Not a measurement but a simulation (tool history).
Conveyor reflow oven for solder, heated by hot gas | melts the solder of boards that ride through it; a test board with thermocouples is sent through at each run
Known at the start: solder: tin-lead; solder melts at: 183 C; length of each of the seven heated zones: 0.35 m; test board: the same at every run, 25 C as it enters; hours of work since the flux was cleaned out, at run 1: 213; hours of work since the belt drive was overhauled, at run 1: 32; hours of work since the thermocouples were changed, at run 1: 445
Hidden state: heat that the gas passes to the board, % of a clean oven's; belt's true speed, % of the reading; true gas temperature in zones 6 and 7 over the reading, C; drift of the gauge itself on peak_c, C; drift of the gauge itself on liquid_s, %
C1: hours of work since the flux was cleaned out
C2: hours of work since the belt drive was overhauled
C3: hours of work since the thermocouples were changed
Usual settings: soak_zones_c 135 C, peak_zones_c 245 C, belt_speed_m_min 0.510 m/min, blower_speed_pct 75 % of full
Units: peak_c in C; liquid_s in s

{"run": 1, "hour": 0.0, "soak_zones_c": 135, "peak_zones_c": 245, "belt_speed_m_min": 0.51, "blower_speed_pct": 75, "C1": 213, "C2": 32, "C3": 445, "peak_c": 223.7, "liquid_s": 64.6}
{"run": 2, "hour": 27.3, "soak_zones_c": 135, "peak_zones_c": 245, "belt_speed_m_min": 0.51, "blower_speed_pct": 75, "C1": 225, "C2": 43, "C3": 457, "peak_c": 223.4, "liquid_s": 65.2}
{"run": 3, "hour": 57.0, "soak_zones_c": 135, "peak_zones_c": 245, "belt_speed_m_min": 0.51, "blower_speed_pct": 75, "C1": 238, "C2": 56, "C3": 470, "peak_c": 223.5, "liquid_s": 64.3}
{"run": 4, "hour": 76.0, "soak_zones_c": 135, "peak_zones_c": 245, "belt_speed_m_min": 0.51, "blower_speed_pct": 75, "C1": 246, "C2": 64, "C3": 478, "peak_c": 223.9, "liquid_s": 65.1}
{"hour": 98.8, "done": "flux residue cleaned out of gas plates and filters"}
{"run": 5, "hour": 115.6, "soak_zones_c": 135, "peak_zones_c": 245, "belt_speed_m_min": 0.51, "blower_speed_pct": 75, "C1": 7, "C2": 79, "C3": 492, "peak_c": 224.0, "liquid_s": 65.5}
{"run": 6, "hour": 153.3, "soak_zones_c": 135, "peak_zones_c": 245, "belt_speed_m_min": 0.51, "blower_speed_pct": 80, "C1": 23, "C2": 95, "C3": 509, "peak_c": 225.2, "liquid_s": 66.3}
{"run": 7, "hour": 188.9, "soak_zones_c": 135, "peak_zones_c": 245, "belt_speed_m_min": 0.51, "blower_speed_pct": 75, "C1": 38, "C2": 110, "C3": 524, "peak_c": 224.3, "liquid_s": 64.4}
{"run": 8, "hour": 219.2, "soak_zones_c": 135, "peak_zones_c": 245, "belt_speed_m_min": 0.51, "blower_speed_pct": 75, "C1": 51, "C2": 123, "C3": 537, "peak_c": 224.2, "liquid_s": 65.6}
{"run": 9, "hour": 247.5, "soak_zones_c": 135, "peak_zones_c": 245, "belt_speed_m_min": 0.51, "blower_speed_pct": 75, "C1": 63, "C2": 135, "C3": 549, "peak_c": 223.9, "liquid_s": 65.2}
{"run": 10, "hour": 287.8, "soak_zones_c": 135, "peak_zones_c": 245, "belt_speed_m_min": 0.51, "blower_speed_pct": 75, "C1": 80, "C2": 152, "C3": 566, "peak_c": 224.5, "liquid_s": 64.8}
{"run": 11, "hour": 311.2, "soak_zones_c": 127, "peak_zones_c": 245, "belt_speed_m_min": 0.51, "blower_speed_pct": 75, "C1": 90, "C2": 162, "C3": 576, "peak_c": 222.4, "liquid_s": 60.7}
{"run": 12, "hour": 352.1, "soak_zones_c": 127, "peak_zones_c": 245, "belt_speed_m_min": 0.51, "blower_speed_pct": 75, "C1": 108, "C2": 179, "C3": 593, "peak_c": 222.2, "liquid_s": 60.8}
{"run": 13, "hour": 372.0, "soak_zones_c": 121, "peak_zones_c": 234, "belt_speed_m_min": 0.445, "blower_speed_pct": 64, "C1": 116, "C2": 188, "C3": 602, "peak_c": 213.9, "liquid_s": 60.6}
{"run": 14, "hour": 390.7, "soak_zones_c": 135, "peak_zones_c": 241, "belt_speed_m_min": 0.587, "blower_speed_pct": 75, "C1": 124, "C2": 196, "C3": 610, "peak_c": 215.7, "liquid_s": 49.0}
{"run": 15, "hour": 409.9, "soak_zones_c": 131, "peak_zones_c": 241, "belt_speed_m_min": 0.587, "blower_speed_pct": 75, "C1": 132, "C2": 204, "C3": 618, "peak_c": 213.8, "liquid_s": 47.4}
{"run": 16, "hour": 427.3, "soak_zones_c": 136, "peak_zones_c": 249, "belt_speed_m_min": 0.518, "blower_speed_pct": 70, "C1": 140, "C2": 211, "C3": 625, "peak_c": 224.8, "liquid_s": 65.2}
{"run": 17, "hour": 463.5, "soak_zones_c": 137, "peak_zones_c": 240, "belt_speed_m_min": 0.51, "blower_speed_pct": 75, "C1": 155, "C2": 227, "C3": 641, "peak_c": 219.6, "liquid_s": 63.0}
{"run": 18, "hour": 480.9, "soak_zones_c": 130, "peak_zones_c": 246, "belt_speed_m_min": 0.501, "blower_speed_pct": 70, "C1": 163, "C2": 234, "C3": 648, "peak_c": 223.2, "liquid_s": 62.8}

Hidden state at the last listed run before each entry between runs and at the first one after, where it differs:
Between runs 4 and 5: flux residue cleaned out of gas plates and filters (hour 98.8)
  heat that the gas passes to the board, % of a clean oven's: 99.1 -> 99.9
